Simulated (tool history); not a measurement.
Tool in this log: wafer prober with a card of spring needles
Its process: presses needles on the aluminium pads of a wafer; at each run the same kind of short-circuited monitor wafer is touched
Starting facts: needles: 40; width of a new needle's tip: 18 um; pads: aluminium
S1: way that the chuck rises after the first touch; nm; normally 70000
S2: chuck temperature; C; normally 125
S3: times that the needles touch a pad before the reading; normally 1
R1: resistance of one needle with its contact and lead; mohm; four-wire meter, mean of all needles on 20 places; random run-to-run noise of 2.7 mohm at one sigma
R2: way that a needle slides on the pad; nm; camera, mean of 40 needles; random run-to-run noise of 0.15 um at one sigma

run	day	S1	S2	S3	R1	R2
1	0.000	70000	125	1	366	12960
# day 0.154: tips cleaned on abrasive film
# day 0.417: tips cleaned on abrasive film
# day 0.683: tips cleaned on abrasive film
# day 0.946: tips cleaned on abrasive film
# day 1.208: tips cleaned on abrasive film
# day 1.471: tips cleaned on abrasive film
# day 1.738: tips cleaned on abrasive film
# day 2.000: tips cleaned on abrasive film
2	2.192	70000	125	1	397	12900
# day 2.250: tips cleaned on abrasive film
# day 2.512: tips cleaned on abrasive film
# day 2.775: tips cleaned on abrasive film
# day 3.038: tips cleaned on abrasive film
# day 3.304: tips cleaned on abrasive film
# day 3.567: tips cleaned on abrasive film
# day 3.779: tips cleaned on abrasive film
# day 4.042: tips cleaned on abrasive film
# day 4.304: tips cleaned on abrasive film
3	4.342	70000	125	1	356	13060
# day 4.554: tips cleaned on abrasive film
# day 4.817: tips cleaned on abrasive film
# day 5.083: tips cleaned on abrasive film
# day 5.296: tips cleaned on abrasive film
# day 5.558: tips cleaned on abrasive film
# day 5.821: tips cleaned on abrasive film
# day 6.083: tips cleaned on abrasive film
# day 6.296: tips cleaned on abrasive film
# day 6.558: tips cleaned on abrasive film
4	6.767	70000	125	1	418	12400
# day 6.821: tips cleaned on abrasive film
# day 7.088: tips cleaned on abrasive film
# day 7.350: tips cleaned on abrasive film
# day 7.562: tips cleaned on abrasive film
# day 7.825: tips cleaned on abrasive film
# day 8.038: tips cleaned on abrasive film
# day 8.300: tips cleaned on abrasive film
# day 8.562: tips cleaned on abrasive film
# day 8.829: tips cleaned on abrasive film
# day 9.092: tips cleaned on abrasive film
5	9.096	70000	125	1	331	12490
# day 9.304: tips cleaned on abrasive film
# day 9.517: tips cleaned on abrasive film
# day 9.783: tips cleaned on abrasive film
# day 9.992: tips cleaned on abrasive film
# day 10.258: tips cleaned on abrasive film
# day 10.521: tips cleaned on abrasive film
# day 10.783: tips cleaned on abrasive film
# day 11.021: tips cleaned on abrasive film
6	11.021	70000	125	1	337	12580
# day 11.288: tips cleaned on abrasive film
# day 11.550: tips cleaned on abrasive film
# day 11.812: tips cleaned on abrasive film
# day 12.075: tips cleaned on abrasive film
# day 12.342: tips cleaned on abrasive film
7	12.425	70000	125	3	347	12340
# day 12.583: tips cleaned on abrasive film
# day 12.796: tips cleaned on abrasive film
# day 13.062: tips cleaned on abrasive film
# day 13.325: tips cleaned on abrasive film
# day 13.588: tips cleaned on abrasive film
# day 13.850: tips cleaned on abrasive film
# day 14.117: tips cleaned on abrasive film
# day 14.325: tips cleaned on abrasive film
8	14.433	54000	125	1	459	8950
# day 14.588: tips cleaned on abrasive film
# day 14.850: tips cleaned on abrasive film
# day 15.117: tips cleaned on abrasive film
# day 15.325: tips cleaned on abrasive film
# day 15.592: tips cleaned on abrasive film
# day 15.800: tips cleaned on abrasive film
# day 16.067: tips cleaned on abrasive film
# day 16.275: tips cleaned on abrasive film
# day 16.542: tips cleaned on abrasive film
# day 16.754: tips cleaned on abrasive film
9	16.833	70000	61	1	379	11570
# day 16.996: tips cleaned on abrasive film
# day 17.258: tips cleaned on abrasive film
# day 17.521: tips cleaned on abrasive film
# day 17.733: tips cleaned on abrasive film
# day 17.996: tips cleaned on abrasive film
# day 18.262: tips cleaned on abrasive film
# day 18.471: tips cleaned on abrasive film
# day 18.738: tips cleaned on abrasive film
# day 19.000: tips cleaned on abrasive film
10	19.179	70000	125	1	427	11590
# day 19.238: tips cleaned on abrasive film
# day 19.500: tips cleaned on abrasive film
# day 19.762: tips cleaned on abrasive film
# day 19.975: tips cleaned on abrasive film
# day 20.238: tips cleaned on abrasive film
# day 20.504: tips cleaned on abrasive film
# day 20.712: tips cleaned on abrasive film
# day 20.979: tips cleaned on abrasive film
# day 21.242: tips cleaned on abrasive film
11	21.442	70000	125	1	442	11680
# day 21.500: tips cleaned on abrasive film
# day 21.712: tips cleaned on abrasive film
# day 21.975: tips cleaned on abrasive film
# day 22.188: tips cleaned on abrasive film
# day 22.450: tips cleaned on abrasive film
# day 22.712: tips cleaned on abrasive film
# day 22.979: tips cleaned on abrasive film
# day 23.188: tips cleaned on abrasive film
# day 23.454: tips cleaned on abrasive film
# day 23.717: tips cleaned on abrasive film
12	23.738	70000	125	1	357	11220
# day 23.854: height of the first contact set anew
# day 23.962: tips cleaned on abrasive film
# day 24.225: tips cleaned on abrasive film
# day 24.488: tips cleaned on abrasive film
# day 24.754: tips cleaned on abrasive film
# day 24.967: tips cleaned on abrasive film
# day 25.229: tips cleaned on abrasive film
# day 25.492: tips cleaned on abrasive film
# day 25.729: tips cleaned on abrasive film
13	25.729	85000	125	3	319	16160
# day 25.942: tips cleaned on abrasive film
# day 26.204: tips cleaned on abrasive film
# day 26.417: tips cleaned on abrasive film
# day 26.679: tips cleaned on abrasive film
14	26.717	67000	29	1	330	12860
# day 26.929: tips cleaned on abrasive film
# day 27.192: tips cleaned on abrasive film
# day 27.454: tips cleaned on abrasive film
# day 27.721: tips cleaned on abrasive film
15	27.892	54000	63	1	464	10040
# day 27.946: tips cleaned on abrasive film
# day 28.208: tips cleaned on abrasive film
# day 28.471: tips cleaned on abrasive film
# day 28.683: tips cleaned on abrasive film
# day 28.950: tips cleaned on abrasive film
# day 29.212: tips cleaned on abrasive film
# day 29.475: tips cleaned on abrasive film
16	29.492	69000	49	1	313	13010
# day 29.700: tips cleaned on abrasive film
# day 29.967: tips cleaned on abrasive film
# day 30.229: tips cleaned on abrasive film
# day 30.492: tips cleaned on abrasive film
# day 30.758: tips cleaned on abrasive film
# day 30.967: tips cleaned on abrasive film
# day 31.233: tips cleaned on abrasive film
17	31.354	69000	26	2	340	12890
# day 31.462: tips cleaned on abrasive film
# day 31.725: tips cleaned on abrasive film
# day 31.938: tips cleaned on abrasive film
# day 32.200: tips cleaned on abrasive film
# day 32.467: tips cleaned on abrasive film
# day 32.729: tips cleaned on abrasive film
# day 32.992: tips cleaned on abrasive film
18	33.196	68000	45	2	382	12540
# day 33.254: tips cleaned on abrasive film
# day 33.462: tips cleaned on abrasive film
# day 33.729: tips cleaned on abrasive film
# day 33.992: tips cleaned on abrasive film
# day 34.254: tips cleaned on abrasive film
# day 34.467: tips cleaned on abrasive film
# day 34.729: tips cleaned on abrasive film
19	34.792	61000	33	3	330	11260
# day 34.954: tips cleaned on abrasive film
# day 35.217: tips cleaned on abrasive film
# day 35.479: tips cleaned on abrasive film
# day 35.692: tips cleaned on abrasive film
# day 35.954: tips cleaned on abrasive film
# day 36.221: tips cleaned on abrasive film
# day 36.483: tips cleaned on abrasive film
# day 36.696: tips cleaned on abrasive film
# day 36.958: tips cleaned on abrasive film
# day 37.458: card fitted with new needles
20	37.575	71000	109	1	337	13630
# day 37.683: tips cleaned on abrasive film
# day 37.946: tips cleaned on abrasive film
# day 38.158: tips cleaned on abrasive film
# day 38.421: tips cleaned on abrasive film
# day 38.683: tips cleaned on abrasive film
# day 38.946: tips cleaned on abrasive film
# day 39.158: tips cleaned on abrasive film
# day 39.425: tips cleaned on abrasive film
# day 39.688: tips cleaned on abrasive film
21	39.808	71000	28	1	322	13530
# day 39.917: tips cleaned on abrasive film
# day 40.179: tips cleaned on abrasive film
# day 40.442: tips cleaned on abrasive film
# day 40.708: tips cleaned on abrasive film
# day 40.971: tips cleaned on abrasive film
22	41.033	71000	28	1	309	13470

A few steps of R1 between consecutive runs. Split each: what settings, incoming material and random variation would produce without the hidden state, and what is left over for the hidden state, along with gauge scatter present in only one of the two compared results (measured, and without hidden state):
The hidden state here: debris on the tips, nm; way that the needles fall short of the set height, um; tips' diameter, um; drift of the gauge itself on contact_mohm, %; drift of the gauge itself on scrub_um, %.
Run 14 -> 15: S1 67000 -> 54000, S2 29 -> 63, tips cleaned on abrasive film, tips cleaned on abrasive film, tips cleaned on abrasive film, tips cleaned on abrasive film. R1 +134 mohm: hidden state +122, all else +12.
Run 15 -> 16: S1 54000 -> 69000, S2 63 -> 49, tips cleaned on abrasive film, tips cleaned on abrasive film, tips cleaned on abrasive film, tips cleaned on abrasive film, tips cleaned on abrasive film, tips cleaned on abrasive film, tips cleaned on abrasive film. R1 -151 mohm: hidden state -139, all else -12.

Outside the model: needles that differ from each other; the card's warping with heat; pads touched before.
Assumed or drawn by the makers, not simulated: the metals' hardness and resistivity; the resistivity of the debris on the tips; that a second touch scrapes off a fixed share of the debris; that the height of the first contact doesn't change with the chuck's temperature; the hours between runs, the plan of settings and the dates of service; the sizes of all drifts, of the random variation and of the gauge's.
